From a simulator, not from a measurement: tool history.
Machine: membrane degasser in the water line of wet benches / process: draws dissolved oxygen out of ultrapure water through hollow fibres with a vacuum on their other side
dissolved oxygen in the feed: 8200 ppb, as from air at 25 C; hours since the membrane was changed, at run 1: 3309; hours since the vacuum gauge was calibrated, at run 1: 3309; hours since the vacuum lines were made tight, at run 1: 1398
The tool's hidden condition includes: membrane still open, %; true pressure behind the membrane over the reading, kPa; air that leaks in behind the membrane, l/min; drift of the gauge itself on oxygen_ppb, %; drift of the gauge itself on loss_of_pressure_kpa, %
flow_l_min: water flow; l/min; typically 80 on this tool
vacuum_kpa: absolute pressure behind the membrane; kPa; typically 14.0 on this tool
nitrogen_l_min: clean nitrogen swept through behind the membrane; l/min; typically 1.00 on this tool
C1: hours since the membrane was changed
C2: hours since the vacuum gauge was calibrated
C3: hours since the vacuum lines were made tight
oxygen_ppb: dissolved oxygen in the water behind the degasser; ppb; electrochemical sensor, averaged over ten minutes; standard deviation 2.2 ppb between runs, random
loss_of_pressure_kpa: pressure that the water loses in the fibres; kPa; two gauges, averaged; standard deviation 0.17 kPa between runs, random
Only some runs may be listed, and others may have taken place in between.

Run 1, day 0.000: usual settings; C1 3309; C2 3309; C3 1398. Result: oxygen_ppb 1305.8 ppb, loss_of_pressure_kpa 40.24 kPa.
Run 2, day 2.496: usual settings; C1 3369; C2 3369; C3 1458. Result: oxygen_ppb 1303.1 ppb, loss_of_pressure_kpa 39.87 kPa.
Run 3, day 4.346: usual settings; C1 3414; C2 3414; C3 1502. Result: oxygen_ppb 1302.9 ppb, loss_of_pressure_kpa 39.90 kPa.
Run 4, day 7.275: usual settings; C1 3484; C2 3484; C3 1572. Result: oxygen_ppb 1304.3 ppb, loss_of_pressure_kpa 40.46 kPa.
Run 5, day 11.358: usual settings but vacuum_kpa 22.3 kPa; C1 3582; C2 3582; C3 1670. Result: oxygen_ppb 2101.2 ppb, loss_of_pressure_kpa 40.22 kPa.
Run 6, day 13.500: usual settings but vacuum_kpa 22.3 kPa; C1 3633; C2 3633; C3 1722. Result: oxygen_ppb 2098.0 ppb, loss_of_pressure_kpa 40.39 kPa.
Run 7, day 15.542: usual settings but vacuum_kpa 10.5 kPa; C1 3682; C2 3682; C3 1771. Result: oxygen_ppb 926.3 ppb, loss_of_pressure_kpa 40.09 kPa.
Run 8, day 19.629: usual settings but vacuum_kpa 10.5 kPa; C1 3780; C2 3780; C3 1869. Result: oxygen_ppb 924.7 ppb, loss_of_pressure_kpa 40.43 kPa.
Run 9, day 21.604: usual settings but vacuum_kpa 10.5 kPa; C1 3828; C2 3828; C3 1916. Result: oxygen_ppb 927.5 ppb, loss_of_pressure_kpa 40.32 kPa.
Run 10, day 23.621: usual settings; C1 3876; C2 3876; C3 1965. Result: oxygen_ppb 1308.0 ppb, loss_of_pressure_kpa 40.27 kPa.
Run 11, day 27.471: usual settings but flow_l_min 59 l/min; C1 3969; C2 3969; C3 2057. Result: oxygen_ppb 1066.7 ppb, loss_of_pressure_kpa 30.07 kPa.
Run 12, day 31.033: usual settings but flow_l_min 59 l/min; C1 4054; C2 4054; C3 2142. Result: oxygen_ppb 1071.9 ppb, loss_of_pressure_kpa 29.82 kPa.
Run 13, day 34.646: usual settings but flow_l_min 59 l/min; C1 4141; C2 4141; C3 2229. Result: oxygen_ppb 1073.1 ppb, loss_of_pressure_kpa 29.76 kPa.
Run 14, day 38.679: usual settings but flow_l_min 59 l/min; C1 4238; C2 4238; C3 2326. Result: oxygen_ppb 1072.2 ppb, loss_of_pressure_kpa 29.88 kPa.
Run 15, day 41.100: usual settings but flow_l_min 59 l/min; C1 4296; C2 4296; C3 2384. Result: oxygen_ppb 1074.1 ppb, loss_of_pressure_kpa 29.74 kPa.
Run 16, day 43.192: usual settings but flow_l_min 89 l/min; C1 4346; C2 4346; C3 2434. Result: oxygen_ppb 1402.3 ppb, loss_of_pressure_kpa 45.33 kPa.
Run 17, day 46.050: usual settings but flow_l_min 89 l/min; C1 4415; C2 4415; C3 2503. Result: oxygen_ppb 1401.5 ppb, loss_of_pressure_kpa 45.08 kPa.
Run 18, day 49.642: usual settings but flow_l_min 89 l/min; C1 4501; C2 4501; C3 2589. Result: oxygen_ppb 1399.6 ppb, loss_of_pressure_kpa 45.00 kPa.
Run 19, day 53.408: usual settings but flow_l_min 73 l/min, nitrogen_l_min 2.03 l/min; C1 4591; C2 4591; C3 2679. Result: oxygen_ppb 753.1 ppb, loss_of_pressure_kpa 37.18 kPa.
Run 20, day 55.746: usual settings but flow_l_min 79 l/min, vacuum_kpa 13.0 kPa, nitrogen_l_min 1.62 l/min; C1 4647; C2 4647; C3 2736. Result: oxygen_ppb 867.8 ppb, loss_of_pressure_kpa 40.13 kPa.
Run 21, day 58.079: usual settings but flow_l_min 82 l/min, vacuum_kpa 33.7 kPa, nitrogen_l_min 1.89 l/min; C1 4703; C2 4703; C3 2792. Result: oxygen_ppb 2077.3 ppb, loss_of_pressure_kpa 41.55 kPa.
Run 22, day 62.133: usual settings but flow_l_min 74 l/min, vacuum_kpa 25.3 kPa, nitrogen_l_min 0.85 l/min; C1 4801; C2 4801; C3 2889. Result: oxygen_ppb 2468.2 ppb, loss_of_pressure_kpa 37.70 kPa.
Run 23, day 66.250: usual settings but flow_l_min 74 l/min, vacuum_kpa 25.3 kPa, nitrogen_l_min 0.85 l/min; C1 4899; C2 4899; C3 2988. Result: oxygen_ppb 2468.2 ppb, loss_of_pressure_kpa 37.73 kPa.
Run 24, day 68.442: usual settings but flow_l_min 100 l/min; C1 4952; C2 4952; C3 3040. Result: oxygen_ppb 1506.4 ppb, loss_of_pressure_kpa 51.12 kPa.
Run 25, day 71.488: usual settings but flow_l_min 70 l/min, vacuum_kpa 11.3 kPa, nitrogen_l_min 0.46 l/min; C1 5025; C2 5025; C3 3113. Result: oxygen_ppb 1456.6 ppb, loss_of_pressure_kpa 35.73 kPa.
Run 26, day 73.817: usual settings but nitrogen_l_min 1.05 l/min; C1 5081; C2 5081; C3 3169. Result: oxygen_ppb 1273.8 ppb, loss_of_pressure_kpa 40.96 kPa.
Run 27, day 77.912: usual settings but vacuum_kpa 14.1 kPa, nitrogen_l_min 2.18 l/min; C1 5179; C2 5179; C3 3268. Result: oxygen_ppb 778.1 ppb, loss_of_pressure_kpa 41.05 kPa.
At day 80.096: seals of the vacuum lines changed.
Run 28, day 81.321: usual settings but flow_l_min 55 l/min, vacuum_kpa 19.6 kPa, nitrogen_l_min 1.29 l/min; C1 5259; C2 5259; C3 29. Result: oxygen_ppb 1237.7 ppb, loss_of_pressure_kpa 28.37 kPa.
Run 29, day 83.388: usual settings but flow_l_min 55 l/min, vacuum_kpa 19.6 kPa, nitrogen_l_min 1.29 l/min; C1 5309; C2 5309; C3 79. Result: oxygen_ppb 1235.4 ppb, loss_of_pressure_kpa 28.08 kPa.
Run 30, day 86.962: usual settings but flow_l_min 55 l/min, vacuum_kpa 19.6 kPa, nitrogen_l_min 1.29 l/min; C1 5394; C2 5394; C3 165. Result: oxygen_ppb 1233.2 ppb, loss_of_pressure_kpa 28.58 kPa.
Run 31, day 88.754: usual settings but nitrogen_l_min 0.86 l/min; C1 5438; C2 5438; C3 208. Result: oxygen_ppb 1447.9 ppb, loss_of_pressure_kpa 40.88 kPa.

4 options for the next run, each taken on its own from the tool as it stands now. Forecast them:
Run A, day 91.312: usual settings but nitrogen_l_min 1.17 l/min; C1 5499; C2 5499; C3 269. Result: oxygen_ppb ?, loss_of_pressure_kpa ?.
Run B, day 91.312: usual settings but nitrogen_l_min 0.56 l/min; C1 5499; C2 5499; C3 269. Result: oxygen_ppb ?, loss_of_pressure_kpa ?.
Run C, day 91.312: usual settings but nitrogen_l_min 2.55 l/min; C1 5499; C2 5499; C3 269. Result: oxygen_ppb ?, loss_of_pressure_kpa ?.
Run D, day 91.312: usual settings but vacuum_kpa 9.4 kPa, nitrogen_l_min 1.16 l/min; C1 5499; C2 5499; C3 269. Result: oxygen_ppb ?, loss_of_pressure_kpa ?.

run  oxygen_ppb  loss_of_pressure_kpa
  A      1193.4                 41.43
  B      1821.2                 41.00
  C       685.2                 40.93
  D       739.6                 41.06
With the hidden condition removed and each run's random variation left untouched, the same runs would have given:
run  oxygen_ppb  loss_of_pressure_kpa
  A      1163.8                 38.81
  B      1779.5                 38.40
  C       666.3                 38.34
  D       706.7                 38.47

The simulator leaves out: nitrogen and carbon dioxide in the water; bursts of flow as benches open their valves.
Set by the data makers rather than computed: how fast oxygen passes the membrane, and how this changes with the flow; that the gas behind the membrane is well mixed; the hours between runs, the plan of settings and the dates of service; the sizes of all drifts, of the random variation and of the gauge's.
